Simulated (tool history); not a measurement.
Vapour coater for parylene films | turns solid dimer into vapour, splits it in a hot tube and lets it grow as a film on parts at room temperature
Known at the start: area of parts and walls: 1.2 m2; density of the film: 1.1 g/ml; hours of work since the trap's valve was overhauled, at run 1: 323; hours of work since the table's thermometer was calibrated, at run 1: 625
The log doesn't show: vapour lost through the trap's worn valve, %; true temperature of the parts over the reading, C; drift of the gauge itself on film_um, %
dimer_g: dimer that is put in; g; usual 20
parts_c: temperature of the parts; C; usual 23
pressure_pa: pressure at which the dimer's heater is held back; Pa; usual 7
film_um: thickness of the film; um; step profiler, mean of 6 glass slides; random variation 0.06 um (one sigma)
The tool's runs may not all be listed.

| run | hour | dimer_g | parts_c | pressure_pa | hours of work since the trap's valve was overhauled | hours of work since the table's thermometer was calibrated | film_um |
|---|---|---|---|---|---|---|---|
| 1 | 0 | 20 | 23 | 7 | 323 | 625 | 7.04 |
| 2 | 11.6 | 20 | 23 | 7 | 333 | 635 | 7.02 |
| 3 | 26.6 | 20 | 23 | 7 | 346 | 648 | 6.95 |
| 4 | 45.3 | 20 | 23 | 7 | 362 | 664 | 6.99 |
| 5 | 63.9 | 20 | 23 | 7 | 378 | 679 | 7.1 |
| 6 | 75.6 | 20 | 23 | 7 | 388 | 689 | 6.93 |
| 7 | 89 | 20 | 23 | 7 | 399 | 701 | 6.97 |
| 8 | 102.8 | 20 | 23 | 7 | 411 | 713 | 6.85 |
| 9 | 128.3 | 20 | 23 | 7 | 433 | 734 | 6.92 |
| 10 | 150 | 20 | 23 | 7 | 451 | 753 | 6.97 |
| 11 | 171.8 | 20 | 23 | 7 | 470 | 772 | 6.95 |
| 12 | 192.5 | 20 | 23 | 9.31 | 487 | 789 | 6.75 |
| 13 | 213.6 | 20 | 23 | 9.31 | 505 | 807 | 6.79 |
| 14 | 228.4 | 9 | 23 | 7 | 518 | 820 | 3.08 |
| 15 | 251.8 | 20 | 33 | 7 | 538 | 840 | 5.08 |
| 16 | 275.5 | 11 | 29 | 3.22 | 558 | 860 | 3.43 |
| 17 | 294.2 | 11 | 29 | 3.22 | 574 | 876 | 3.45 |
| 18 | 317.1 | 33 | 20 | 3.22 | 594 | 896 | 13.54 |
| 19 | 332.5 | 33 | 20 | 2.09 | 607 | 909 | 13.97 |
|  | 353 | trap's valve overhauled |
| 20 | 356 | 33 | 20 | 2.09 | 3 | 926 | 14.13 |
| 21 | 381.2 | 10 | 23 | 2.73 | 24 | 947 | 3.81 |
| 22 | 405 | 29 | 26 | 5.3 | 44 | 967 | 9.65 |
| 23 | 428.9 | 20 | 23 | 6.6 | 65 | 988 | 6.97 |
| 24 | 440.7 | 20 | 23 | 6.6 | 75 | 998 | 7.04 |
| 25 | 457.5 | 13 | 18 | 6.6 | 89 | 1012 | 5.4 |
| 26 | 472.4 | 18 | 28 | 6.6 | 102 | 1025 | 5.42 |
| 27 | 489.6 | 29 | 28 | 6.6 | 117 | 1040 | 8.72 |
| 28 | 513.6 | 26 | 23 | 3.21 | 137 | 1060 | 9.9 |
| 29 | 527.6 | 26 | 23 | 3.21 | 149 | 1072 | 9.8 |

The same runs without the tool's hidden state, with the same run-to-run variation:
| run | film_um |
|---|---|
| 1 | 7.08 |
| 2 | 7.06 |
| 3 | 6.98 |
| 4 | 7.03 |
| 5 | 7.13 |
| 6 | 6.97 |
| 7 | 7.01 |
| 8 | 6.89 |
| 9 | 6.96 |
| 10 | 7.01 |
| 11 | 7 |
| 12 | 6.79 |
| 13 | 6.83 |
| 14 | 3.1 |
| 15 | 5.12 |
| 16 | 3.45 |
| 17 | 3.48 |
| 18 | 13.65 |
| 19 | 14.08 |
| 20 | 14.15 |
| 21 | 3.82 |
| 22 | 9.67 |
| 23 | 6.98 |
| 24 | 7.06 |
| 25 | 5.42 |
| 26 | 5.44 |
| 27 | 8.75 |
| 28 | 9.93 |
| 29 | 9.83 |
